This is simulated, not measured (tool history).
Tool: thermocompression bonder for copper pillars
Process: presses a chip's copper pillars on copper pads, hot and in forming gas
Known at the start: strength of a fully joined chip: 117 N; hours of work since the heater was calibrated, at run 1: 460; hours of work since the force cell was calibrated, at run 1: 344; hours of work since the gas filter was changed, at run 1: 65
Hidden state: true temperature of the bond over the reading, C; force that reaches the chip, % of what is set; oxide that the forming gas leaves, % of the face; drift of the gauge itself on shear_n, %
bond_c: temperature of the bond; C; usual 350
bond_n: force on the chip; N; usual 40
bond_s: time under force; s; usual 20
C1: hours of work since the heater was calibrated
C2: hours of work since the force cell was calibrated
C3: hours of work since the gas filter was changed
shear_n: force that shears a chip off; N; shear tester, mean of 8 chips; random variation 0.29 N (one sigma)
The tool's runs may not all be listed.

{"run": 1, "day": 0.0, "bond_c": 350, "bond_n": 40, "bond_s": 20, "C1": 460, "C2": 344, "C3": 65, "shear_n": 43.2}
{"run": 2, "day": 0.521, "bond_c": 349, "bond_n": 40, "bond_s": 20, "C1": 466, "C2": 350, "C3": 71, "shear_n": 43.6}
{"run": 3, "day": 1.088, "bond_c": 350, "bond_n": 40, "bond_s": 20, "C1": 472, "C2": 357, "C3": 78, "shear_n": 43.7}
{"run": 4, "day": 1.838, "bond_c": 350, "bond_n": 49, "bond_s": 20, "C1": 481, "C2": 365, "C3": 87, "shear_n": 52.3}
{"run": 5, "day": 2.529, "bond_c": 350, "bond_n": 49, "bond_s": 20, "C1": 489, "C2": 373, "C3": 95, "shear_n": 52.1}
{"run": 6, "day": 3.129, "bond_c": 350, "bond_n": 49, "bond_s": 20, "C1": 496, "C2": 380, "C3": 102, "shear_n": 52.0}
{"run": 7, "day": 3.662, "bond_c": 350, "bond_n": 49, "bond_s": 20, "C1": 502, "C2": 387, "C3": 108, "shear_n": 52.7}
{"run": 8, "day": 4.167, "bond_c": 332, "bond_n": 40, "bond_s": 20, "C1": 508, "C2": 392, "C3": 114, "shear_n": 36.1}
{"run": 9, "day": 4.621, "bond_c": 332, "bond_n": 31, "bond_s": 20, "C1": 513, "C2": 398, "C3": 119, "shear_n": 28.3}
{"run": 10, "day": 4.988, "bond_c": 332, "bond_n": 31, "bond_s": 20, "C1": 518, "C2": 402, "C3": 123, "shear_n": 28.7}
{"run": 11, "day": 5.45, "bond_c": 350, "bond_n": 40, "bond_s": 20, "C1": 523, "C2": 407, "C3": 129, "shear_n": 44.1}
{"run": 12, "day": 5.912, "bond_c": 350, "bond_n": 40, "bond_s": 20, "C1": 528, "C2": 413, "C3": 134, "shear_n": 43.8}
{"run": 13, "day": 6.546, "bond_c": 350, "bond_n": 40, "bond_s": 38, "C1": 536, "C2": 420, "C3": 141, "shear_n": 55.2}
{"day": 6.704, "done": "heater calibrated with a thermocouple chip"}
{"run": 14, "day": 7.171, "bond_c": 350, "bond_n": 40, "bond_s": 20, "C1": 5, "C2": 426, "C3": 148, "shear_n": 43.9}
{"run": 15, "day": 7.696, "bond_c": 350, "bond_n": 40, "bond_s": 20, "C1": 11, "C2": 432, "C3": 154, "shear_n": 44.3}
{"run": 16, "day": 8.138, "bond_c": 350, "bond_n": 40, "bond_s": 20, "C1": 17, "C2": 438, "C3": 159, "shear_n": 43.9}
{"run": 17, "day": 8.8, "bond_c": 350, "bond_n": 57, "bond_s": 20, "C1": 24, "C2": 445, "C3": 166, "shear_n": 59.3}
{"run": 18, "day": 9.496, "bond_c": 350, "bond_n": 40, "bond_s": 20, "C1": 32, "C2": 453, "C3": 175, "shear_n": 44.3}
{"run": 19, "day": 9.875, "bond_c": 328, "bond_n": 40, "bond_s": 20, "C1": 37, "C2": 458, "C3": 179, "shear_n": 35.0}
{"run": 20, "day": 10.458, "bond_c": 350, "bond_n": 40, "bond_s": 20, "C1": 44, "C2": 464, "C3": 186, "shear_n": 44.2}
{"run": 21, "day": 11.096, "bond_c": 350, "bond_n": 45, "bond_s": 12, "C1": 51, "C2": 472, "C3": 193, "shear_n": 40.4}
{"day": 11.429, "done": "heater calibrated with a thermocouple chip, once more"}
{"run": 22, "day": 11.662, "bond_c": 343, "bond_n": 39, "bond_s": 20, "C1": 3, "C2": 477, "C3": 199, "shear_n": 37.3}
{"run": 23, "day": 12.367, "bond_c": 336, "bond_n": 32, "bond_s": 19, "C1": 11, "C2": 486, "C3": 207, "shear_n": 27.6}
{"run": 24, "day": 12.888, "bond_c": 332, "bond_n": 33, "bond_s": 29, "C1": 17, "C2": 492, "C3": 213, "shear_n": 32.0}
{"run": 25, "day": 13.512, "bond_c": 332, "bond_n": 33, "bond_s": 29, "C1": 24, "C2": 499, "C3": 220, "shear_n": 32.4}
{"run": 26, "day": 14.158, "bond_c": 370, "bond_n": 33, "bond_s": 33, "C1": 32, "C2": 506, "C3": 228, "shear_n": 50.5}
{"run": 27, "day": 14.825, "bond_c": 343, "bond_n": 24, "bond_s": 15, "C1": 39, "C2": 514, "C3": 235, "shear_n": 20.0}
{"run": 28, "day": 15.342, "bond_c": 364, "bond_n": 37, "bond_s": 20, "C1": 45, "C2": 520, "C3": 241, "shear_n": 43.7}
{"run": 29, "day": 15.754, "bond_c": 368, "bond_n": 47, "bond_s": 11, "C1": 50, "C2": 525, "C3": 246, "shear_n": 45.1}
{"run": 30, "day": 16.521, "bond_c": 320, "bond_n": 47, "bond_s": 11, "C1": 59, "C2": 534, "C3": 255, "shear_n": 25.4}
{"run": 31, "day": 17.338, "bond_c": 357, "bond_n": 40, "bond_s": 20, "C1": 69, "C2": 543, "C3": 265, "shear_n": 43.4}
{"run": 32, "day": 17.762, "bond_c": 321, "bond_n": 32, "bond_s": 20, "C1": 73, "C2": 548, "C3": 269, "shear_n": 23.2}
{"run": 33, "day": 18.288, "bond_c": 350, "bond_n": 27, "bond_s": 11, "C1": 80, "C2": 554, "C3": 275, "shear_n": 21.5}
{"run": 34, "day": 18.942, "bond_c": 350, "bond_n": 26, "bond_s": 20, "C1": 87, "C2": 562, "C3": 283, "shear_n": 27.1}
{"run": 35, "day": 19.621, "bond_c": 350, "bond_n": 26, "bond_s": 20, "C1": 95, "C2": 570, "C3": 291, "shear_n": 27.1}
{"run": 36, "day": 20.371, "bond_c": 350, "bond_n": 26, "bond_s": 20, "C1": 104, "C2": 578, "C3": 300, "shear_n": 27.3}
{"run": 37, "day": 21.062, "bond_c": 350, "bond_n": 26, "bond_s": 20, "C1": 112, "C2": 586, "C3": 308, "shear_n": 26.9}
{"run": 38, "day": 21.692, "bond_c": 350, "bond_n": 26, "bond_s": 20, "C1": 119, "C2": 594, "C3": 315, "shear_n": 26.8}
{"run": 39, "day": 22.146, "bond_c": 350, "bond_n": 51, "bond_s": 22, "C1": 124, "C2": 599, "C3": 320, "shear_n": 52.0}

Forecast each of these 4 alternatives for the next run:
{"run": "A", "day": 22.992, "bond_c": 339, "bond_n": 31, "bond_s": 25, "C1": 134, "C2": 609, "C3": 330, "shear_n": "?"}
{"run": "B", "day": 22.992, "bond_c": 350, "bond_n": 51, "bond_s": 23, "C1": 134, "C2": 609, "C3": 330, "shear_n": "?"}
{"run": "C", "day": 22.992, "bond_c": 350, "bond_n": 51, "bond_s": 11, "C1": 134, "C2": 609, "C3": 330, "shear_n": "?"}
{"run": "D", "day": 22.992, "bond_c": 343, "bond_n": 49, "bond_s": 58, "C1": 134, "C2": 609, "C3": 330, "shear_n": "?"}

run=A shear_n=31.2
run=B shear_n=52.8
run=C shear_n=39.7
run=D shear_n=65.9
Without the tool's hidden state the same runs would have given:
run=A shear_n=32.8
run=B shear_n=55.3
run=C shear_n=41.7
run=D shear_n=68.7

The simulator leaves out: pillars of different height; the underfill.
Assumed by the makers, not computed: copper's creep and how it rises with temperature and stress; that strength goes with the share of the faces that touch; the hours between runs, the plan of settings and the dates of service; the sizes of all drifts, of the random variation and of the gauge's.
